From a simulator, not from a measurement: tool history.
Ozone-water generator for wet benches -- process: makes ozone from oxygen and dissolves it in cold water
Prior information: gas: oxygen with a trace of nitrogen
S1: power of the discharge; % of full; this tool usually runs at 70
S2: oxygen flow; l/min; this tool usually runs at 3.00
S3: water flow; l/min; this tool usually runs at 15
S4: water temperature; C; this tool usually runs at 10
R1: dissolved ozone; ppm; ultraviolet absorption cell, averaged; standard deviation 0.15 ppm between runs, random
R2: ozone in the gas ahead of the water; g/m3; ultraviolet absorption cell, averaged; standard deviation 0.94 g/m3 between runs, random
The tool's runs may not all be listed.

{"run": 1, "hour": 0.0, "S1": 70, "S2": 3.0, "S3": 15, "S4": 10, "R1": 17.2, "R2": 156.3}
{"run": 2, "hour": 54.0, "S1": 70, "S2": 3.0, "S3": 15, "S4": 10, "R1": 17.3, "R2": 155.0}
{"run": 3, "hour": 130.6, "S1": 70, "S2": 3.0, "S3": 15, "S4": 10, "R1": 17.2, "R2": 156.8}
{"run": 4, "hour": 196.0, "S1": 70, "S2": 3.0, "S3": 15, "S4": 10, "R1": 17.2, "R2": 155.0}
{"run": 5, "hour": 274.0, "S1": 70, "S2": 3.0, "S3": 15, "S4": 10, "R1": 16.9, "R2": 153.8}
{"run": 6, "hour": 348.3, "S1": 70, "S2": 3.0, "S3": 15, "S4": 10, "R1": 17.1, "R2": 155.7}
{"run": 7, "hour": 397.6, "S1": 70, "S2": 3.0, "S3": 15, "S4": 10, "R1": 16.9, "R2": 154.4}
{"run": 8, "hour": 447.6, "S1": 70, "S2": 1.63, "S3": 15, "S4": 10, "R1": 14.3, "R2": 201.8}
{"run": 9, "hour": 502.2, "S1": 76, "S2": 3.0, "S3": 15, "S4": 10, "R1": 17.7, "R2": 163.7}
{"run": 10, "hour": 563.2, "S1": 70, "S2": 3.0, "S3": 15, "S4": 10, "R1": 17.0, "R2": 155.2}
{"run": 11, "hour": 626.8, "S1": 70, "S2": 2.42, "S3": 15, "S4": 10, "R1": 16.1, "R2": 169.5}
{"run": 12, "hour": 709.5, "S1": 70, "S2": 1.99, "S3": 15, "S4": 10, "R1": 15.0, "R2": 186.4}
{"run": 13, "hour": 758.2, "S1": 81, "S2": 3.0, "S3": 15, "S4": 10, "R1": 18.4, "R2": 167.0}
{"run": 14, "hour": 821.1, "S1": 81, "S2": 3.0, "S3": 15, "S4": 10, "R1": 18.6, "R2": 170.1}
{"run": 15, "hour": 860.9, "S1": 81, "S2": 3.0, "S3": 15, "S4": 10, "R1": 18.4, "R2": 168.6}
{"run": 16, "hour": 915.6, "S1": 81, "S2": 3.0, "S3": 15, "S4": 10, "R1": 18.4, "R2": 168.5}
{"run": 17, "hour": 992.2, "S1": 56, "S2": 3.0, "S3": 15, "S4": 10, "R1": 14.3, "R2": 133.5}
{"run": 18, "hour": 1072.3, "S1": 80, "S2": 2.73, "S3": 15, "S4": 10, "R1": 17.7, "R2": 174.7}
{"run": 19, "hour": 1119.2, "S1": 42, "S2": 3.99, "S3": 15, "S4": 10, "R1": 13.0, "R2": 97.2}
{"run": 20, "hour": 1187.0, "S1": 94, "S2": 1.96, "S3": 19, "S4": 12, "R1": 13.7, "R2": 220.2}
{"run": 21, "hour": 1236.7, "S1": 94, "S2": 5.05, "S3": 19, "S4": 12, "R1": 17.1, "R2": 144.0}
{"run": 22, "hour": 1275.9, "S1": 94, "S2": 5.05, "S3": 19, "S4": 12, "R1": 17.5, "R2": 146.6}
{"run": 23, "hour": 1358.1, "S1": 94, "S2": 1.65, "S3": 19, "S4": 15, "R1": 12.3, "R2": 240.1}
{"hour": 1365.6, "done": "contactor cleaned"}
{"run": 24, "hour": 1440.9, "S1": 94, "S2": 1.65, "S3": 19, "S4": 15, "R1": 12.3, "R2": 235.7}
{"run": 25, "hour": 1489.4, "S1": 94, "S2": 2.75, "S3": 15, "S4": 12, "R1": 18.0, "R2": 190.5}
{"run": 26, "hour": 1536.0, "S1": 94, "S2": 2.75, "S3": 15, "S4": 12, "R1": 18.3, "R2": 188.2}
{"run": 27, "hour": 1614.4, "S1": 94, "S2": 2.75, "S3": 15, "S4": 12, "R1": 18.1, "R2": 188.1}
{"hour": 1623.4, "done": "contactor cleaned, once more"}
{"run": 28, "hour": 1670.2, "S1": 44, "S2": 1.97, "S3": 14, "S4": 10, "R1": 12.5, "R2": 135.6}
{"run": 29, "hour": 1736.4, "S1": 44, "S2": 1.97, "S3": 16, "S4": 11, "R1": 10.9, "R2": 136.6}
{"run": 30, "hour": 1800.4, "S1": 44, "S2": 1.97, "S3": 16, "S4": 11, "R1": 10.7, "R2": 136.3}
{"run": 31, "hour": 1845.7, "S1": 70, "S2": 3.0, "S3": 13, "S4": 13, "R1": 19.0, "R2": 150.7}
{"run": 32, "hour": 1915.7, "S1": 70, "S2": 3.08, "S3": 15, "S4": 10, "R1": 17.5, "R2": 147.6}

Alternative continuations, all from the tool just after run 32; predict every row:
{"run": "A", "hour": 1970.0, "S1": 77, "S2": 1.53, "S3": 13, "S4": 10, "R1": "?", "R2": "?"}
{"run": "B", "hour": 1970.0, "S1": 70, "S2": 3.0, "S3": 10, "S4": 10, "R1": "?", "R2": "?"}
{"run": "C", "hour": 1970.0, "S1": 66, "S2": 3.0, "S3": 15, "S4": 10, "R1": "?", "R2": "?"}
{"run": "D", "hour": 1970.0, "S1": 70, "S2": 4.11, "S3": 15, "S4": 10, "R1": "?", "R2": "?"}
{"run": "E", "hour": 1970.0, "S1": 70, "S2": 1.91, "S3": 17, "S4": 12, "R1": "?", "R2": "?"}

run=A R1=17.6 R2=216.4
run=B R1=23.9 R2=150.0
run=C R1=16.8 R2=144.4
run=D R1=18.2 R2=130.5
run=E R1=13.5 R2=181.4
What these runs would have given with no unlogged condition in the tool:
run=A R1=18.9 R2=230.4
run=B R1=25.7 R2=159.3
run=C R1=18.0 R2=153.0
run=D R1=19.6 R2=138.4
run=E R1=14.5 R2=192.6
